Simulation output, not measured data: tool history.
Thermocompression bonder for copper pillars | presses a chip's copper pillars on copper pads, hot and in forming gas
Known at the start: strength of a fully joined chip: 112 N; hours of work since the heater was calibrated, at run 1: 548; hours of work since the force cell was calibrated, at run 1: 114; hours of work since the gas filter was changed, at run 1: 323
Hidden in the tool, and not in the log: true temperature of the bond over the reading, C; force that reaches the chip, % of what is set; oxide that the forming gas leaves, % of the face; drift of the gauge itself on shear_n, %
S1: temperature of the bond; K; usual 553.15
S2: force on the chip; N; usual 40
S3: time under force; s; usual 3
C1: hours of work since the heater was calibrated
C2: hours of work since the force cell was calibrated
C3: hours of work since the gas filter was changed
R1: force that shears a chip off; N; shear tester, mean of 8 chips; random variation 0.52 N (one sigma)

run 1 day=0.000 | S1=553.15 S2=40 S3=3 | C1=548 C2=114 C3=323 | R1=54.0
run 2 day=0.167 | S1=553.15 S2=53 S3=3 | C1=550 C2=116 C3=325 | R1=69.3
run 3 day=0.429 | S1=553.15 S2=53 S3=3 | C1=553 C2=119 C3=328 | R1=68.8
run 4 day=0.792 | S1=565.15 S2=53 S3=3 | C1=557 C2=123 C3=332 | R1=75.3
run 5 day=1.038 | S1=553.15 S2=40 S3=3 | C1=559 C2=125 C3=334 | R1=53.5
run 6 day=1.329 | S1=553.15 S2=40 S3=9 | C1=563 C2=129 C3=337 | R1=74.9
run 7 day=1.596 | S1=553.15 S2=40 S3=9 | C1=565 C2=131 C3=340 | R1=75.0
run 8 day=1.879 | S1=553.15 S2=40 S3=9 | C1=568 C2=134 C3=343 | R1=75.3
run 9 day=2.175 | S1=553.15 S2=40 S3=9 | C1=572 C2=138 C3=346 | R1=76.3
run 10 day=2.333 | S1=524.15 S2=29 S3=3 | C1=573 C2=139 C3=348 | R1=24.8
-- day=2.438 heater calibrated with a thermocouple chip
run 11 day=2.750 | S1=538.15 S2=57 S3=9 | C1=3 C2=143 C3=352 | R1=85.5
run 12 day=2.925 | S1=538.15 S2=46 S3=2 | C1=5 C2=145 C3=354 | R1=46.9
run 13 day=3.242 | S1=538.15 S2=46 S3=2 | C1=9 C2=148 C3=357 | R1=45.8

Forecast run 14:
run 14 day=3.467 | S1=538.15 S2=46 S3=2 | C1=11 C2=151 C3=359 | R1=?

{"run 14": {"R1": 47.7}}
Without the tool's hidden state the same run would have given R1 42.0 N.

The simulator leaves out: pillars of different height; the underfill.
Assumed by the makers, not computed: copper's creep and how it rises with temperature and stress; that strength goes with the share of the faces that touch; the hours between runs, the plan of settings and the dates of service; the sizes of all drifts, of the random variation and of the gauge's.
